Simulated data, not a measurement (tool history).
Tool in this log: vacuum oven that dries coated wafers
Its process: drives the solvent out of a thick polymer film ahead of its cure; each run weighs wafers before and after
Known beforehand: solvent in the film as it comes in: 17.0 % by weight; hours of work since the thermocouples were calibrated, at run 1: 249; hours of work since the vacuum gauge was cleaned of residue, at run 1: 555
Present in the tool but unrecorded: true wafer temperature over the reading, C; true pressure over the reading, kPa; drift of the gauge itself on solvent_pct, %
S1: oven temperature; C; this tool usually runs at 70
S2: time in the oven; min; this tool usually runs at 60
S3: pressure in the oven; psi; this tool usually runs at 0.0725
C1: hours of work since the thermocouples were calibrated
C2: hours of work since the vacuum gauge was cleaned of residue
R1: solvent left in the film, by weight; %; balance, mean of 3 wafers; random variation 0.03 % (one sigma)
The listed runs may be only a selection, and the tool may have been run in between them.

run 1 day=0 | S1=70 S2=60 S3=0.0725 | C1=249 C2=555 | R1=2.11
run 2 day=1.029 | S1=70 S2=60 S3=0.0725 | C1=268 C2=574 | R1=2.07
run 3 day=2.092 | S1=70 S2=60 S3=0.0725 | C1=288 C2=594 | R1=2.14
run 4 day=3.329 | S1=70 S2=60 S3=0.0725 | C1=311 C2=617 | R1=2.1
run 5 day=4.208 | S1=70 S2=84 S3=0.0725 | C1=327 C2=633 | R1=1.43
run 6 day=5.35 | S1=70 S2=84 S3=0.0725 | C1=348 C2=654 | R1=1.44
run 7 day=6.654 | S1=70 S2=89 S3=0.2178 | C1=373 C2=679 | R1=3.17

Run 8, settings as shown, results not yet in. Your forecast:
run 8 day=7.708 | S1=82 S2=60 S3=0.2467 | C1=392 C2=698 | R1=?

{"run 8": {"R1": 2.02}}
On a tool with no hidden condition, and with the same random variation, this run would have come out at R1 2.02 %.
